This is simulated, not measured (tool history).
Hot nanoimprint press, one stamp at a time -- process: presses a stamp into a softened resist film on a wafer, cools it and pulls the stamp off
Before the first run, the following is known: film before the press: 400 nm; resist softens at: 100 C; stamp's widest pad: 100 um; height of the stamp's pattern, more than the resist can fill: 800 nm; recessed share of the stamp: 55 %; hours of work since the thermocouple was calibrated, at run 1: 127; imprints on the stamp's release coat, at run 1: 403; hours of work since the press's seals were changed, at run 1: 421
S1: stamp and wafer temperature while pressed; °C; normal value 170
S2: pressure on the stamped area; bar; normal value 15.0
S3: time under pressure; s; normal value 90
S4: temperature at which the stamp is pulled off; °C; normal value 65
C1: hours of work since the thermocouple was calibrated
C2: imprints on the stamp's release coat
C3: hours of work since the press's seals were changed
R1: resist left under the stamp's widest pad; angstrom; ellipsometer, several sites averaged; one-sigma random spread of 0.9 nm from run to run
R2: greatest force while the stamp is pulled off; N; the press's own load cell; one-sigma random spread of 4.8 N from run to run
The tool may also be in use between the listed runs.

{"run": 1, "hour": 0.0, "S1": 170, "S2": 15.0, "S3": 90, "S4": 65, "C1": 127, "C2": 403, "C3": 421, "R1": 1736, "R2": 257}
{"run": 2, "hour": 35.0, "S1": 170, "S2": 15.0, "S3": 90, "S4": 65, "C1": 143, "C2": 493, "C3": 438, "R1": 1710, "R2": 265}
{"run": 3, "hour": 94.8, "S1": 170, "S2": 15.0, "S3": 90, "S4": 65, "C1": 171, "C2": 645, "C3": 466, "R1": 1721, "R2": 279}
{"run": 4, "hour": 165.1, "S1": 170, "S2": 15.0, "S3": 90, "S4": 65, "C1": 204, "C2": 825, "C3": 499, "R1": 1695, "R2": 292}
{"run": 5, "hour": 233.4, "S1": 170, "S2": 15.0, "S3": 90, "S4": 73, "C1": 236, "C2": 999, "C3": 530, "R1": 1724, "R2": 282}
{"run": 6, "hour": 290.1, "S1": 170, "S2": 15.0, "S3": 90, "S4": 73, "C1": 263, "C2": 1144, "C3": 557, "R1": 1712, "R2": 280}
{"hour": 308.9, "done": "stamp cleaned and given a new release coat"}
{"run": 7, "hour": 350.9, "S1": 170, "S2": 15.0, "S3": 90, "S4": 73, "C1": 288, "C2": 108, "C3": 583, "R1": 1711, "R2": 214}
{"hour": 396.0, "done": "plate thermocouple calibrated"}
{"run": 8, "hour": 406.5, "S1": 170, "S2": 19.7, "S3": 90, "S4": 65, "C1": 5, "C2": 242, "C3": 607, "R1": 1477, "R2": 247}
{"run": 9, "hour": 461.6, "S1": 170, "S2": 19.7, "S3": 90, "S4": 65, "C1": 31, "C2": 383, "C3": 633, "R1": 1474, "R2": 261}
{"run": 10, "hour": 512.7, "S1": 170, "S2": 15.0, "S3": 90, "S4": 65, "C1": 54, "C2": 513, "C3": 657, "R1": 1642, "R2": 259}
{"run": 11, "hour": 549.2, "S1": 170, "S2": 15.0, "S3": 90, "S4": 65, "C1": 72, "C2": 606, "C3": 674, "R1": 1657, "R2": 270}
{"run": 12, "hour": 600.9, "S1": 170, "S2": 12.0, "S3": 90, "S4": 65, "C1": 96, "C2": 738, "C3": 698, "R1": 1789, "R2": 274}
{"run": 13, "hour": 635.0, "S1": 170, "S2": 15.0, "S3": 90, "S4": 65, "C1": 112, "C2": 825, "C3": 714, "R1": 1646, "R2": 292}
{"run": 14, "hour": 668.7, "S1": 170, "S2": 15.0, "S3": 90, "S4": 65, "C1": 127, "C2": 911, "C3": 730, "R1": 1626, "R2": 298}
{"run": 15, "hour": 749.1, "S1": 170, "S2": 15.0, "S3": 90, "S4": 65, "C1": 165, "C2": 1117, "C3": 767, "R1": 1647, "R2": 314}
{"hour": 775.5, "done": "stamp cleaned and given a new release coat"}
{"hour": 833.0, "done": "plate thermocouple calibrated, once more"}
{"run": 16, "hour": 836.1, "S1": 160, "S2": 15.0, "S3": 90, "S4": 72, "C1": 1, "C2": 147, "C3": 803, "R1": 2382, "R2": 228}
{"run": 17, "hour": 901.5, "S1": 160, "S2": 15.0, "S3": 90, "S4": 72, "C1": 32, "C2": 314, "C3": 834, "R1": 2374, "R2": 240}
{"run": 18, "hour": 975.2, "S1": 160, "S2": 15.0, "S3": 90, "S4": 72, "C1": 66, "C2": 502, "C3": 868, "R1": 2372, "R2": 248}
{"run": 19, "hour": 1048.9, "S1": 170, "S2": 20.9, "S3": 90, "S4": 67, "C1": 101, "C2": 690, "C3": 903, "R1": 1536, "R2": 260}
{"run": 20, "hour": 1094.2, "S1": 170, "S2": 20.9, "S3": 90, "S4": 67, "C1": 122, "C2": 806, "C3": 924, "R1": 1560, "R2": 283}
{"run": 21, "hour": 1128.3, "S1": 172, "S2": 15.0, "S3": 90, "S4": 65, "C1": 138, "C2": 893, "C3": 940, "R1": 1643, "R2": 292}
{"run": 22, "hour": 1180.8, "S1": 168, "S2": 10.0, "S3": 55, "S4": 69, "C1": 162, "C2": 1027, "C3": 964, "R1": 2531, "R2": 284}
{"hour": 1242.8, "done": "stamp cleaned and given a new release coat"}
{"run": 23, "hour": 1265.3, "S1": 178, "S2": 16.2, "S3": 157, "S4": 67, "C1": 199, "C2": 57, "C3": 1001, "R1": 1028, "R2": 228}
{"run": 24, "hour": 1337.3, "S1": 170, "S2": 14.0, "S3": 116, "S4": 65, "C1": 233, "C2": 241, "C3": 1035, "R1": 1608, "R2": 247}
{"run": 25, "hour": 1385.6, "S1": 175, "S2": 10.6, "S3": 90, "S4": 63, "C1": 255, "C2": 364, "C3": 1057, "R1": 1695, "R2": 266}
{"run": 26, "hour": 1424.6, "S1": 170, "S2": 10.2, "S3": 90, "S4": 65, "C1": 273, "C2": 464, "C3": 1076, "R1": 1983, "R2": 270}
{"run": 27, "hour": 1476.1, "S1": 171, "S2": 17.1, "S3": 90, "S4": 73, "C1": 298, "C2": 595, "C3": 1100, "R1": 1605, "R2": 254}
{"hour": 1499.5, "done": "plate thermocouple calibrated"}
{"run": 28, "hour": 1520.4, "S1": 171, "S2": 13.1, "S3": 128, "S4": 60, "C1": 10, "C2": 701, "C3": 1119, "R1": 1582, "R2": 308}
{"run": 29, "hour": 1585.8, "S1": 170, "S2": 10.6, "S3": 46, "S4": 55, "C1": 40, "C2": 868, "C3": 1149, "R1": 2539, "R2": 328}

Branching from run 29: 4 alternative next runs. What would each branch give?
{"run": "A", "hour": 1634.1, "S1": 159, "S2": 10.6, "S3": 46, "S4": 55, "C1": 63, "C2": 991, "C3": 1172, "R1": "?", "R2": "?"}
{"run": "B", "hour": 1634.1, "S1": 170, "S2": 15.0, "S3": 90, "S4": 51, "C1": 63, "C2": 991, "C3": 1172, "R1": "?", "R2": "?"}
{"run": "C", "hour": 1634.1, "S1": 177, "S2": 24.0, "S3": 46, "S4": 52, "C1": 63, "C2": 991, "C3": 1172, "R1": "?", "R2": "?"}
{"run": "D", "hour": 1634.1, "S1": 170, "S2": 10.6, "S3": 155, "S4": 55, "C1": 63, "C2": 991, "C3": 1172, "R1": "?", "R2": "?"}

run=A R1=3163 R2=333
run=B R1=1770 R2=342
run=C R1=1604 R2=329
run=D R1=1628 R2=329
What these runs would have given with no unlogged condition in the tool:
run=A R1=3133 R2=257
run=B R1=1709 R2=263
run=C R1=1497 R2=254
run=D R1=1593 R2=254
